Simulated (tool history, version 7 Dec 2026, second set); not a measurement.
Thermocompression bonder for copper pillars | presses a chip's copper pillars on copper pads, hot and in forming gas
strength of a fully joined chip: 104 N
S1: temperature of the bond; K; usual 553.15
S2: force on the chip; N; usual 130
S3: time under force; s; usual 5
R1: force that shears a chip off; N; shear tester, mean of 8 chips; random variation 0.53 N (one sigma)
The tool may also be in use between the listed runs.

run	day	S1	S2	S3	R1
1	0	553.15	130	5	40.1
2	1.062	553.15	130	5	39.4
# day 1.267: forming gas filter changed
3	2.042	553.15	130	5	42.6
4	2.875	553.15	130	5	41.9
5	3.367	553.15	130	3	34.1
6	4.125	553.15	130	5	41.7
7	5.083	565.15	130	5	46.5
8	6.188	553.15	130	5	40.3
9	7.188	553.15	130	4	35.9
10	7.892	553.15	130	5	39.7
# day 8.204: heater calibrated with a thermocouple chip
# day 8.525: forming gas filter changed
11	9.133	553.15	130	5	44.9
12	10.046	553.15	130	5	44.4
13	10.754	553.15	130	5	43.7
14	11.517	576.15	123	5	57.3
15	12.375	576.15	123	5	54.8
16	12.975	552.15	123	10	51.4
17	13.454	530.15	136	13	44.3
18	13.962	530.15	104	8	31.7
19	15.067	546.15	89	8	35.4

The next listed run, before its measurement:
20	15.662	546.15	89	8	?

Run 20 gave R1 36.3 N.
Without the tool's hidden state the same run would have given R1 40.8 N.
